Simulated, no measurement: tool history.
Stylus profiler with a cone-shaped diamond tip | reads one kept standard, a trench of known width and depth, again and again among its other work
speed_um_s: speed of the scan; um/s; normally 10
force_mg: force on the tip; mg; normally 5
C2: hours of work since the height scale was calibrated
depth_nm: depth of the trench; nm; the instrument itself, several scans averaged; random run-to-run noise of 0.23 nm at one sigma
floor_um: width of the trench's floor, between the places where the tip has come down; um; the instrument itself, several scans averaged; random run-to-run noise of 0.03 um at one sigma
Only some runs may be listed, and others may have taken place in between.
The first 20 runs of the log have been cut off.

{"run": 21, "hour": 457.2, "speed_um_s": 10, "force_mg": 5, "scans with this tip": 5508, "C2": 435, "depth_nm": 1025.78, "floor_um": 96.49}
{"run": 22, "hour": 487.3, "speed_um_s": 12, "force_mg": 2.31, "scans with this tip": 5667, "C2": 448, "depth_nm": 1014.99, "floor_um": 96.45}
{"run": 23, "hour": 502.3, "speed_um_s": 2, "force_mg": 3.24, "scans with this tip": 5747, "C2": 454, "depth_nm": 1018.81, "floor_um": 96.54}
{"run": 24, "hour": 528.8, "speed_um_s": 2, "force_mg": 3.24, "scans with this tip": 5887, "C2": 465, "depth_nm": 1019.35, "floor_um": 96.54}
{"run": 25, "hour": 554.5, "speed_um_s": 17, "force_mg": 2.81, "scans with this tip": 6023, "C2": 476, "depth_nm": 1017.27, "floor_um": 96.43}
{"run": 26, "hour": 577.0, "speed_um_s": 15, "force_mg": 3.68, "scans with this tip": 6142, "C2": 485, "depth_nm": 1021.11, "floor_um": 96.44}
{"run": 27, "hour": 590.5, "speed_um_s": 25, "force_mg": 5, "scans with this tip": 6213, "C2": 491, "depth_nm": 1025.63, "floor_um": 96.45}
{"run": 28, "hour": 616.7, "speed_um_s": 25, "force_mg": 4.08, "scans with this tip": 6351, "C2": 502, "depth_nm": 1022.71, "floor_um": 96.46}
{"run": 29, "hour": 640.0, "speed_um_s": 20, "force_mg": 1.68, "scans with this tip": 6475, "C2": 511, "depth_nm": 1012.03, "floor_um": 96.39}
{"run": 30, "hour": 663.9, "speed_um_s": 28, "force_mg": 12.31, "scans with this tip": 6601, "C2": 521, "depth_nm": 1046.82, "floor_um": 96.46}
{"run": 31, "hour": 688.8, "speed_um_s": 2, "force_mg": 3.54, "scans with this tip": 6733, "C2": 532, "depth_nm": 1020.34, "floor_um": 96.57}
{"run": 32, "hour": 711.0, "speed_um_s": 39, "force_mg": 5.62, "scans with this tip": 6850, "C2": 541, "depth_nm": 1028.04, "floor_um": 96.36}
{"run": 33, "hour": 725.1, "speed_um_s": 20, "force_mg": 2.02, "scans with this tip": 6925, "C2": 547, "depth_nm": 1014.26, "floor_um": 96.46}
{"run": 34, "hour": 753.2, "speed_um_s": 4, "force_mg": 4.22, "scans with this tip": 7073, "C2": 559, "depth_nm": 1023.11, "floor_um": 96.52}
{"run": 35, "hour": 776.5, "speed_um_s": 9, "force_mg": 5.01, "scans with this tip": 7196, "C2": 568, "depth_nm": 1025.66, "floor_um": 96.42}
{"run": 36, "hour": 804.5, "speed_um_s": 9, "force_mg": 5.01, "scans with this tip": 7345, "C2": 580, "depth_nm": 1025.56, "floor_um": 96.51}
{"run": 37, "hour": 830.5, "speed_um_s": 4, "force_mg": 1.75, "scans with this tip": 7482, "C2": 591, "depth_nm": 1012.36, "floor_um": 96.48}
{"run": 38, "hour": 860.8, "speed_um_s": 4, "force_mg": 1.75, "scans with this tip": 7643, "C2": 604, "depth_nm": 1012.55, "floor_um": 96.49}
{"run": 39, "hour": 887.5, "speed_um_s": 8, "force_mg": 1.91, "scans with this tip": 7783, "C2": 615, "depth_nm": 1013.58, "floor_um": 96.52}
{"run": 40, "hour": 916.1, "speed_um_s": 8, "force_mg": 1.91, "scans with this tip": 7935, "C2": 627, "depth_nm": 1013.37, "floor_um": 96.51}
{"run": 41, "hour": 936.6, "speed_um_s": 2, "force_mg": 1.88, "scans with this tip": 8043, "C2": 635, "depth_nm": 1013.54, "floor_um": 96.53}
{"run": 42, "hour": 966.7, "speed_um_s": 22, "force_mg": 2.45, "scans with this tip": 8202, "C2": 648, "depth_nm": 1015.98, "floor_um": 96.41}

Each row is a separate what-if for the run after 42, all from the same tool condition, not one after another. Results?
{"run": "A", "hour": 987.1, "speed_um_s": 9, "force_mg": 12.65, "scans with this tip": 8310, "C2": 656, "depth_nm": "?", "floor_um": "?"}
{"run": "B", "hour": 987.1, "speed_um_s": 2, "force_mg": 2.45, "scans with this tip": 8310, "C2": 656, "depth_nm": "?", "floor_um": "?"}
{"run": "C", "hour": 987.1, "speed_um_s": 6, "force_mg": 10.69, "scans with this tip": 8310, "C2": 656, "depth_nm": "?", "floor_um": "?"}

run=A depth_nm=1047.99 floor_um=96.52
run=B depth_nm=1015.7 floor_um=96.51
run=C depth_nm=1042.41 floor_um=96.55
Take away the tool's hidden state, keep each run's random variation, and the runs would have read:
run=A depth_nm=1047.99 floor_um=96.52
run=B depth_nm=1015.7 floor_um=96.51
run=C depth_nm=1042.41 floor_um=96.56
